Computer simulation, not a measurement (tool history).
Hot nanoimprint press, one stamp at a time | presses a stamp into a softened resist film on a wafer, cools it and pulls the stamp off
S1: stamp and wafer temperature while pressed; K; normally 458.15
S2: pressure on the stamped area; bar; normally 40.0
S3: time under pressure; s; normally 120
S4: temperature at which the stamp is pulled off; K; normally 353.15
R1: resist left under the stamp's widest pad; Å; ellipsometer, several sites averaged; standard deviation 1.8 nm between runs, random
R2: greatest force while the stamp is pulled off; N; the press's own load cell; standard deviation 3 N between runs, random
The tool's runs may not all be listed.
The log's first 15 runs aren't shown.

run	hour	S1	S2	S3	S4	R1	R2
16	440.6	458.15	40.0	120	349.15	2903	210
17	469.3	447.15	40.0	120	353.15	3996	191
18	502.6	457.15	45.6	120	353.15	2863	190
19	530.5	451.15	39.5	120	353.15	3665	194
# hour 542.6: press's hydraulic seals changed and the load cell set to zero
20	572.5	452.15	37.8	171	353.15	3273	194
21	610.9	458.15	40.0	62	353.15	3497	191
22	641.5	460.15	40.0	147	343.15	2484	238
23	677.6	460.15	40.0	147	343.15	2511	237
24	718.9	467.15	40.0	83	344.15	2413	237
# hour 733.6: stamp cleaned and given a new release coat
25	764.6	467.15	40.0	83	344.15	2409	231
26	788.9	463.15	40.0	129	344.15	2370	235
27	818.3	470.15	28.6	217	346.15	1725	227
28	862.2	466.15	41.1	217	352.15	1656	196
29	890.7	466.15	41.1	217	352.15	1704	198
30	930.9	466.15	41.1	217	352.15	1685	199

Predict each of these 3 candidate next runs independently; none follows another, all start after run 30:
# hour 973.3: plate thermocouple calibrated
A	973.3	461.15	30.1	217	352.15	?	?
# hour 973.3: plate thermocouple calibrated
B	973.3	468.15	25.6	217	342.15	?	?
# hour 973.3: plate thermocouple calibrated
C	973.3	466.15	35.2	217	339.15	?	?

run	R1	R2
A	2415	200
B	1968	240
C	1841	248
Take away the tool's hidden state, keep each run's random variation, and the runs would have read:
run	R1	R2
A	2414	199
B	1967	238
C	1840	247
